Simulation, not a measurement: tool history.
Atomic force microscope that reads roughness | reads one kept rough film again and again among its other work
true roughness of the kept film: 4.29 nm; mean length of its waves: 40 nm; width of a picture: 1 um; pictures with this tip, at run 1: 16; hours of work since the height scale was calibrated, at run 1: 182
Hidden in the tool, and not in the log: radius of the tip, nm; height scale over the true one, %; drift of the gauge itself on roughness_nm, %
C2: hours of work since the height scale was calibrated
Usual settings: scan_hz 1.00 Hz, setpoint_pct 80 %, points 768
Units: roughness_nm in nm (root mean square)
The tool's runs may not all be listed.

Run 1, hour 0.0: usual settings; pictures with this tip 16; C2 182. Result: roughness_nm 3.638 nm (root mean square).
Run 2, hour 10.4: usual settings; pictures with this tip 34; C2 187. Result: roughness_nm 3.605 nm (root mean square).
Run 3, hour 17.2: usual settings; pictures with this tip 46; C2 191. Result: roughness_nm 3.511 nm (root mean square).
Run 4, hour 25.9: usual settings but scan_hz 0.90 Hz; pictures with this tip 62; C2 195. Result: roughness_nm 3.488 nm (root mean square).
At hour 29.0: new tip fitted.
Run 5, hour 34.6: usual settings but scan_hz 0.90 Hz; pictures with this tip 10; C2 200. Result: roughness_nm 3.708 nm (root mean square).
Run 6, hour 42.9: usual settings but scan_hz 0.90 Hz; pictures with this tip 25; C2 204. Result: roughness_nm 3.651 nm (root mean square).
Run 7, hour 49.0: usual settings but scan_hz 0.90 Hz; pictures with this tip 36; C2 207. Result: roughness_nm 3.624 nm (root mean square).
Run 8, hour 60.9: usual settings but scan_hz 0.90 Hz, setpoint_pct 86 %; pictures with this tip 57; C2 213. Result: roughness_nm 3.396 nm (root mean square).
At hour 66.5: new tip fitted.
Run 9, hour 74.5: usual settings but scan_hz 0.90 Hz, setpoint_pct 86 %; pictures with this tip 14; C2 220. Result: roughness_nm 3.597 nm (root mean square).
Run 10, hour 88.8: usual settings but scan_hz 0.90 Hz, setpoint_pct 86 %; pictures with this tip 39; C2 228. Result: roughness_nm 3.476 nm (root mean square).
Run 11, hour 102.1: usual settings but scan_hz 0.90 Hz, setpoint_pct 86 %; pictures with this tip 63; C2 235. Result: roughness_nm 3.396 nm (root mean square).
At hour 104.4: new tip fitted.
Run 12, hour 115.7: usual settings but scan_hz 0.90 Hz, setpoint_pct 86 %; pictures with this tip 20; C2 241. Result: roughness_nm 3.574 nm (root mean square).
Run 13, hour 125.2: usual settings; pictures with this tip 37; C2 246. Result: roughness_nm 3.536 nm (root mean square).
Run 14, hour 136.5: usual settings; pictures with this tip 57; C2 252. Result: roughness_nm 3.475 nm (root mean square).
At hour 142.3: new tip fitted.
Run 15, hour 144.7: usual settings but setpoint_pct 56 %; pictures with this tip 4; C2 256. Result: roughness_nm 4.007 nm (root mean square).
At hour 146.3: height scale calibrated on a step standard.
Run 16, hour 159.8: usual settings but scan_hz 1.66 Hz, points 794; pictures with this tip 29; C2 7. Result: roughness_nm 3.418 nm (root mean square).
Run 17, hour 171.5: usual settings but scan_hz 0.69 Hz, setpoint_pct 56 %, points 402; pictures with this tip 50; C2 13. Result: roughness_nm 3.748 nm (root mean square).
At hour 181.2: new tip fitted.
Run 18, hour 185.5: usual settings but scan_hz 0.69 Hz, setpoint_pct 90 %, points 821; pictures with this tip 8; C2 20. Result: roughness_nm 3.675 nm (root mean square).
Run 19, hour 197.7: usual settings but scan_hz 0.69 Hz, setpoint_pct 90 %, points 821; pictures with this tip 30; C2 26. Result: roughness_nm 3.568 nm (root mean square).
Run 20, hour 207.3: usual settings but scan_hz 0.69 Hz, setpoint_pct 71 %, points 538; pictures with this tip 47; C2 31. Result: roughness_nm 3.694 nm (root mean square).
Run 21, hour 216.4: usual settings but scan_hz 0.69 Hz, setpoint_pct 71 %, points 538; pictures with this tip 63; C2 36. Result: roughness_nm 3.629 nm (root mean square).
At hour 219.0: new tip fitted.
Run 22, hour 227.6: usual settings but scan_hz 1.12 Hz, setpoint_pct 56 %, points 722; pictures with this tip 16; C2 42. Result: roughness_nm 3.887 nm (root mean square).
At hour 229.7: height scale calibrated on a step standard, once more.
Run 23, hour 237.9: usual settings but scan_hz 1.12 Hz, setpoint_pct 56 %, points 722; pictures with this tip 32; C2 4. Result: roughness_nm 3.804 nm (root mean square).
Run 24, hour 248.8: usual settings but scan_hz 1.12 Hz, setpoint_pct 56 %, points 722; pictures with this tip 51; C2 10. Result: roughness_nm 3.739 nm (root mean square).
At hour 257.4: new tip fitted.
Run 25, hour 262.8: usual settings but scan_hz 1.12 Hz, setpoint_pct 61 %, points 343; pictures with this tip 9; C2 17. Result: roughness_nm 3.889 nm (root mean square).

Forecast each of these 4 alternatives for the next run:
Run A, hour 271.7: usual settings but scan_hz 3.23 Hz, setpoint_pct 71 %, points 386; pictures with this tip 25; C2 22. Result: roughness_nm ?.
Run B, hour 271.7: usual settings but scan_hz 0.87 Hz, setpoint_pct 71 %, points 442; pictures with this tip 25; C2 22. Result: roughness_nm ?.
Run C, hour 271.7: usual settings but points 636; pictures with this tip 25; C2 22. Result: roughness_nm ?.
Run D, hour 271.7: usual settings but scan_hz 1.12 Hz, setpoint_pct 65 %, points 343; pictures with this tip 25; C2 22. Result: roughness_nm ?.

run  roughness_nm
  A         3.331
  B         3.763
  C         3.620
  D         3.767
Without the tool's hidden state the same runs would have given:
run  roughness_nm
  A         3.435
  B         3.882
  C         3.734
  D         3.885

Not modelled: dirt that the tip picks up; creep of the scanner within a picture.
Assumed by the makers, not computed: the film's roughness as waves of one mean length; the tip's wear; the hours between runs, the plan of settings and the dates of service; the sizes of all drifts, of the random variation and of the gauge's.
